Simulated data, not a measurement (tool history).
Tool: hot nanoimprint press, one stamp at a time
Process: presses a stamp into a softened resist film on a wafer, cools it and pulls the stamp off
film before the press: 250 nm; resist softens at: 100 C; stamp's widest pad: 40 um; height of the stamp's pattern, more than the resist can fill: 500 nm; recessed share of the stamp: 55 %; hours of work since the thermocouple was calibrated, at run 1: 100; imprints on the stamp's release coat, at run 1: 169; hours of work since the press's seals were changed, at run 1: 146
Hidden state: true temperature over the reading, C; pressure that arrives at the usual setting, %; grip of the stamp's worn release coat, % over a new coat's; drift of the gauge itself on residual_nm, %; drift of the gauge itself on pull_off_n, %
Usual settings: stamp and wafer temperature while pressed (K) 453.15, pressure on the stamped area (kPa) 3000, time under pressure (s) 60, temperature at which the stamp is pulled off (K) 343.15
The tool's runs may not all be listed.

| run | hour | stamp and wafer temperature while pressed (K) | pressure on the stamped area (kPa) | time under pressure (s) | temperature at which the stamp is pulled off (K) | hours of work since the thermocouple was calibrated | imprints on the stamp's release coat | hours of work since the press's seals were changed | resist left under the stamp's widest pad (nm) | greatest force while the stamp is pulled off (N) |
|---|---|---|---|---|---|---|---|---|---|---|
| 1 | 0 | 453.15 | 3000 | 60 | 343.15 | 100 | 169 | 146 | 126.1 | 221 |
| 2 | 20.9 | 453.15 | 3000 | 119 | 343.15 | 108 | 231 | 154 | 99.9 | 221 |
| 3 | 37.8 | 453.15 | 3000 | 119 | 343.15 | 115 | 282 | 161 | 99.8 | 221 |
| 4 | 63.2 | 453.15 | 3000 | 119 | 343.15 | 126 | 358 | 171 | 99.9 | 225 |
| 5 | 83 | 453.15 | 3000 | 119 | 343.15 | 134 | 418 | 180 | 100.1 | 233 |
| 6 | 95.9 | 453.15 | 3000 | 119 | 343.15 | 139 | 456 | 185 | 100 | 225 |
| 7 | 124.9 | 453.15 | 3000 | 119 | 343.15 | 151 | 543 | 197 | 100.7 | 239 |
| 8 | 140.1 | 453.15 | 3000 | 119 | 343.15 | 157 | 589 | 203 | 100.4 | 236 |
|  | 155 | stamp cleaned and given a new release coat |
| 9 | 172.1 | 457.15 | 4560 | 119 | 343.15 | 168 | 51 | 214 | 70.9 | 208 |
| 10 | 184.9 | 457.15 | 4560 | 119 | 343.15 | 173 | 89 | 219 | 71.1 | 211 |
| 11 | 207 | 457.15 | 4560 | 119 | 343.15 | 182 | 155 | 228 | 71.5 | 218 |
| 12 | 234.5 | 457.15 | 4560 | 119 | 343.15 | 193 | 238 | 239 | 71.9 | 225 |

3 ways to go on from here, each from the tool as it stands after run 12. What would each give?
| A | 254.7 | 459.15 | 4560 | 119 | 343.15 | 202 | 299 | 248 | ? | ? |
| B | 254.7 | 458.15 | 4560 | 38 | 343.15 | 202 | 299 | 248 | ? | ? |
| C | 254.7 | 457.15 | 4560 | 119 | 348.15 | 202 | 299 | 248 | ? | ? |

| run | resist left under the stamp's widest pad (nm) | greatest force while the stamp is pulled off (N) |
|---|---|---|
| A | 66.8 | 218 |
| B | 103.6 | 225 |
| C | 70.4 | 190 |
Without the tool's hidden state the same runs would have given:
| run | resist left under the stamp's widest pad (nm) | greatest force while the stamp is pulled off (N) |
|---|---|---|
| A | 65.6 | 200 |
| B | 101.9 | 206 |
| C | 69.2 | 174 |
